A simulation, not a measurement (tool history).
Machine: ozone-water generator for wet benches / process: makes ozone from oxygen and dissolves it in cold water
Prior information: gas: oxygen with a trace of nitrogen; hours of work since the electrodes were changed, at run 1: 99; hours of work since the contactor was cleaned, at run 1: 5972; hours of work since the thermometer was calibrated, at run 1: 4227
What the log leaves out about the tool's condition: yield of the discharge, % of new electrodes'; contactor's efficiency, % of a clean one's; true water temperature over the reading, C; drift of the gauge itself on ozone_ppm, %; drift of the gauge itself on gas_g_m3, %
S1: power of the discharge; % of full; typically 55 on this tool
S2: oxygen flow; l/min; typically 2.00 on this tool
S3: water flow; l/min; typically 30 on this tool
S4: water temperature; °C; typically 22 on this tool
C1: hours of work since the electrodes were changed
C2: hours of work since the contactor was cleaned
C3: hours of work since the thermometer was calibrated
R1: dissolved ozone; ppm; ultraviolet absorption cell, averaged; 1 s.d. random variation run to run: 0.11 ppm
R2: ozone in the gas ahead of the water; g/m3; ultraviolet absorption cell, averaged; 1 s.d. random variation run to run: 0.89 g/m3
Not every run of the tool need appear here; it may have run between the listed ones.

run	hour	S1	S2	S3	S4	C1	C2	C3	R1	R2
1	0.0	55	2.00	30	22	99	5972	4227	5.7	148.4
2	51.4	55	2.00	30	22	150	6023	4278	5.8	149.1
3	94.0	55	2.00	30	22	192	6065	4321	5.7	146.5
4	125.3	55	2.00	30	22	223	6096	4352	5.8	146.9
5	187.4	55	2.00	30	15	285	6158	4414	6.2	147.6
6	224.2	55	1.63	30	23	322	6195	4450	5.1	157.0
7	271.4	85	3.58	29	26	369	6242	4497	9.9	163.1
8	319.2	85	3.58	29	26	417	6290	4545	9.9	162.5
9	351.2	52	2.00	21	19	448	6322	4577	8.0	141.4
# hour 361.0: water thermometer calibrated
10	382.8	52	2.00	21	19	479	6352	22	7.9	141.2

4 options for the next run, each taken on its own from the tool as it stands now. Forecast them:
A	435.7	42	2.00	25	14	532	6405	74	?	?
B	435.7	52	1.17	21	19	532	6405	74	?	?
C	435.7	40	2.00	35	19	532	6405	74	?	?
D	435.7	52	2.00	47	19	532	6405	74	?	?

run	R1	R2
A	5.9	122.0
B	6.1	170.9
C	4.2	117.2
D	3.5	142.7
Without the tool's unlogged condition, the same runs would have read:
run	R1	R2
A	6.1	122.5
B	6.3	171.7
C	4.3	117.7
D	3.7	143.3
